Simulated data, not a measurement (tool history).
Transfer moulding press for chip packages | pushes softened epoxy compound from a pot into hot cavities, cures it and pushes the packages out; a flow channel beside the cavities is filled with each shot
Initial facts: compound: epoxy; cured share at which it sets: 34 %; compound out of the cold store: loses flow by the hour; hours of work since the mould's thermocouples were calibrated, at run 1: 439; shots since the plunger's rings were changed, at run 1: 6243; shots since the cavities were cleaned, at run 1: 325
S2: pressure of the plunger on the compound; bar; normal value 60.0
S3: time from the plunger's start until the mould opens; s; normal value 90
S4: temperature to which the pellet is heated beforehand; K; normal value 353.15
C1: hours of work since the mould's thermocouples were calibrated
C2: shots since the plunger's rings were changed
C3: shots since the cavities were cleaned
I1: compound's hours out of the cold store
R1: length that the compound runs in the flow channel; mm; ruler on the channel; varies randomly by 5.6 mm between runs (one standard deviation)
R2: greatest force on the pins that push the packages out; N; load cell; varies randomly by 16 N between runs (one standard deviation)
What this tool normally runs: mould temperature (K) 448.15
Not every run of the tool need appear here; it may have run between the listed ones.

run 1 day=0.000 | mould_temperature_(K)=448.15 S2=60.0 S3=90 S4=353.15 | C1=439 C2=6243 C3=325 | I1=26.1 | R1=571 R2=1125
-- day=0.721 mould's thermocouples calibrated
-- day=1.171 plunger's sealing rings changed
-- day=1.983 cavities cleaned with cleaning compound and waxed
run 2 day=2.812 | mould_temperature_(K)=448.15 S2=60.0 S3=90 S4=353.15 | C1=34 C2=536 C3=281 | I1=31.1 | R1=622 R2=1650
-- day=4.950 cavities cleaned with cleaning compound and waxed
run 3 day=6.025 | mould_temperature_(K)=448.15 S2=60.0 S3=90 S4=353.15 | C1=89 C2=1606 C3=366 | I1=26.9 | R1=623 R2=1236
-- day=7.800 cavities cleaned with cleaning compound and waxed
run 4 day=9.283 | mould_temperature_(K)=446.15 S2=60.0 S3=90 S4=353.15 | C1=145 C2=2692 C3=504 | I1=35.0 | R1=587 R2=1498
-- day=10.717 cavities cleaned with cleaning compound and waxed
-- day=10.967 cavities cleaned with cleaning compound and waxed, once more
run 5 day=11.338 | mould_temperature_(K)=448.15 S2=60.0 S3=74 S4=353.15 | C1=179 C2=3346 C3=126 | I1=40.6 | R1=564 R2=1545
run 6 day=13.617 | mould_temperature_(K)=448.15 S2=60.0 S3=90 S4=353.15 | C1=218 C2=4121 C3=901 | I1=14.9 | R1=614 R2=1542
-- day=14.012 cavities cleaned with cleaning compound and waxed
-- day=16.792 cavities cleaned with cleaning compound and waxed
run 7 day=17.138 | mould_temperature_(K)=448.15 S2=60.0 S3=90 S4=353.15 | C1=278 C2=5274 C3=118 | I1=13.5 | R1=597 R2=979
-- day=19.671 cavities cleaned with cleaning compound and waxed
run 8 day=20.408 | mould_temperature_(K)=448.15 S2=60.0 S3=90 S4=353.15 | C1=334 C2=6363 C3=251 | I1=28.2 | R1=554 R2=1066
-- day=21.229 plunger's sealing rings changed
-- day=22.696 cavities cleaned with cleaning compound and waxed
run 9 day=24.250 | mould_temperature_(K)=448.15 S2=60.0 S3=90 S4=353.15 | C1=398 C2=1004 C3=528 | I1=40.1 | R1=594 R2=1285
-- day=25.729 cavities cleaned with cleaning compound and waxed
-- day=27.496 mould's thermocouples calibrated
run 10 day=27.529 | mould_temperature_(K)=448.15 S2=55.5 S3=77 S4=363.15 | C1=1 C2=2068 C3=582 | I1=30.4 | R1=590 R2=1955
-- day=28.600 cavities cleaned with cleaning compound and waxed
run 11 day=29.900 | mould_temperature_(K)=448.15 S2=55.5 S3=77 S4=363.15 | C1=41 C2=2852 C3=441 | I1=12.7 | R1=604 R2=1898
-- day=31.554 cavities cleaned with cleaning compound and waxed
run 12 day=32.150 | mould_temperature_(K)=448.15 S2=71.9 S3=108 S4=353.15 | C1=79 C2=3595 C3=203 | I1=18.9 | R1=674 R2=724
-- day=34.450 cavities cleaned with cleaning compound and waxed
run 13 day=34.450 | mould_temperature_(K)=448.15 S2=71.9 S3=108 S4=353.15 | C1=118 C2=4355 C3=0 | I1=38.9 | R1=617 R2=556
run 14 day=36.621 | mould_temperature_(K)=448.15 S2=60.0 S3=90 S4=353.15 | C1=156 C2=5092 C3=737 | I1=15.9 | R1=592 R2=1527
-- day=37.329 cavities cleaned with cleaning compound and waxed
run 15 day=38.404 | mould_temperature_(K)=448.15 S2=60.0 S3=90 S4=353.15 | C1=187 C2=5677 C3=367 | I1=18.0 | R1=587 R2=1231
-- day=40.217 cavities cleaned with cleaning compound and waxed
run 16 day=40.625 | mould_temperature_(K)=448.15 S2=60.0 S3=90 S4=353.15 | C1=224 C2=6409 C3=139 | I1=16.5 | R1=579 R2=1025
-- day=41.262 plunger's sealing rings changed
run 17 day=42.542 | mould_temperature_(K)=448.15 S2=60.0 S3=90 S4=353.15 | C1=256 C2=435 C3=755 | I1=8.5 | R1=674 R2=1591

Here are 5 independent what-if runs from the current tool condition. What would each one return?
-- day=43.200 cavities cleaned with cleaning compound and waxed
-- day=45.992 cavities cleaned with cleaning compound and waxed
run A day=46.383 | mould_temperature_(K)=448.15 S2=60.0 S3=90 S4=348.15 | C1=321 C2=1696 C3=132 | I1=38.6 | R1=? R2=?
-- day=43.200 cavities cleaned with cleaning compound and waxed
-- day=45.992 cavities cleaned with cleaning compound and waxed
run B day=46.383 | mould_temperature_(K)=448.15 S2=58.6 S3=90 S4=358.15 | C1=321 C2=1696 C3=132 | I1=18.8 | R1=? R2=?
-- day=43.200 cavities cleaned with cleaning compound and waxed
-- day=45.992 cavities cleaned with cleaning compound and waxed
run C day=46.383 | mould_temperature_(K)=448.15 S2=51.7 S3=90 S4=353.15 | C1=321 C2=1696 C3=132 | I1=33.7 | R1=? R2=?
-- day=43.200 cavities cleaned with cleaning compound and waxed
-- day=45.992 cavities cleaned with cleaning compound and waxed
run D day=46.383 | mould_temperature_(K)=450.15 S2=65.1 S3=85 S4=353.15 | C1=321 C2=1696 C3=132 | I1=11.6 | R1=? R2=?
-- day=43.200 cavities cleaned with cleaning compound and waxed
-- day=45.992 cavities cleaned with cleaning compound and waxed
run E day=46.383 | mould_temperature_(K)=443.15 S2=60.0 S3=114 S4=359.15 | C1=321 C2=1696 C3=132 | I1=21.8 | R1=? R2=?

run=A R1=590 R2=937
run=B R1=626 R2=949
run=C R1=554 R2=954
run=D R1=669 R2=986
run=E R1=641 R2=783
With no hidden state in the tool, these same runs would have given:
run=A R1=609 R2=813
run=B R1=646 R2=824
run=C R1=572 R2=826
run=D R1=691 R2=856
run=E R1=662 R2=677
